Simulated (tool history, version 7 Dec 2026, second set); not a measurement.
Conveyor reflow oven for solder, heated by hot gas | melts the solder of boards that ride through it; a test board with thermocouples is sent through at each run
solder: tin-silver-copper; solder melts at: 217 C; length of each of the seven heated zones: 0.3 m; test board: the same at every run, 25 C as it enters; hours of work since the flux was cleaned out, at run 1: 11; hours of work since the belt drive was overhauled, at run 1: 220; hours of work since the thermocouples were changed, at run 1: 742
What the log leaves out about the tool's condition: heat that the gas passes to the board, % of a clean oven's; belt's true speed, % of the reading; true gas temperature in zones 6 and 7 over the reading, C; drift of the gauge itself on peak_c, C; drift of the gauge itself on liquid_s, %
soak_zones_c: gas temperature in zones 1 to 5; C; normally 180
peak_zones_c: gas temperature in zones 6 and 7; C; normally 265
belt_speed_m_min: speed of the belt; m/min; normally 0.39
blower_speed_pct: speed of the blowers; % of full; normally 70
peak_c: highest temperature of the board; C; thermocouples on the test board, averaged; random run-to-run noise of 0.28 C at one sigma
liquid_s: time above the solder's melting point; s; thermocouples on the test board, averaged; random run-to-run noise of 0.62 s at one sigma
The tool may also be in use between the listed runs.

run   hour  soak_zones_c  peak_zones_c  belt_speed_m_min  blower_speed_pct  hours of work since the flux was cleaned out  hours of work since the belt drive was overhauled  hours of work since the thermocouples were changed  peak_c  liquid_s
  1      0           180           265              0.39                70                                            11                                                220                                                 742   253.9      74.3
  2   20.6           180           265              0.39                70                                            24                                                233                                                 754   254.8      74.3
  3   41.7           180           266              0.39                70                                            37                                                246                                                 767   255.3      75.2
  4   61.3           180           266              0.39                70                                            49                                                258                                                 779   255.3      75.1
  5   81.9           180           266              0.39                70                                            62                                                270                                                 792   254.5      73.7
  6  105.7           180           266              0.39                70                                            76                                                285                                                 807   254.6      75.5
  7  124.2           180           266             0.348                70                                            88                                                296                                                 818   258.1      87.9
  8    137           180           265              0.39                59                                            95                                                304                                                 826   251.1      71.5
  9  156.2           180           265              0.39                53                                           107                                                316                                                 838   249.4      67.4
 10  169.7           184           265              0.39                70                                           116                                                324                                                 846   255.3      76.3
 11  191.8           184           265              0.39                70                                           129                                                338                                                 859   254.3        78
 12  205.8           184           265              0.39                70                                           138                                                346                                                 868     255      77.3
 13  225.3           184           265              0.39                54                                           150                                                358                                                 880   249.9      71.4
 14  240.4           184           265              0.39                54                                           159                                                368                                                 889   250.7      71.3
 15  254.5           180           265              0.39                70                                           168                                                376                                                 898   254.2      74.3
 16  272.1           182           265              0.39                70                                           178                                                387                                                 909   254.8      74.5
 17  284.2           178           265             0.466                70                                           186                                                394                                                 916   248.8      55.3
     297.8  -- thermocouples of zones 6 and 7 changed
 18  309.7           178           265             0.466                70                                           200                                                409                                                   7   247.1      54.2
 19  337.9           178           265             0.466                70                                           218                                                426                                                  25   246.8      54.2
     363.6  -- flux residue cleaned out of gas plates and filters
 20  364.6           178           265             0.466                70                                             1                                                440                                                  38   247.1      56.3

What does the tool deliver on the next run?
 21  389.5           178           265             0.466                70                                            16                                                455                                                  53       ?         ?

peak_c: 246.9 C
liquid_s: 55.5 s
Minus the tool's unlogged condition, the same run would have read peak_c 246.8 C, liquid_s 55 s.
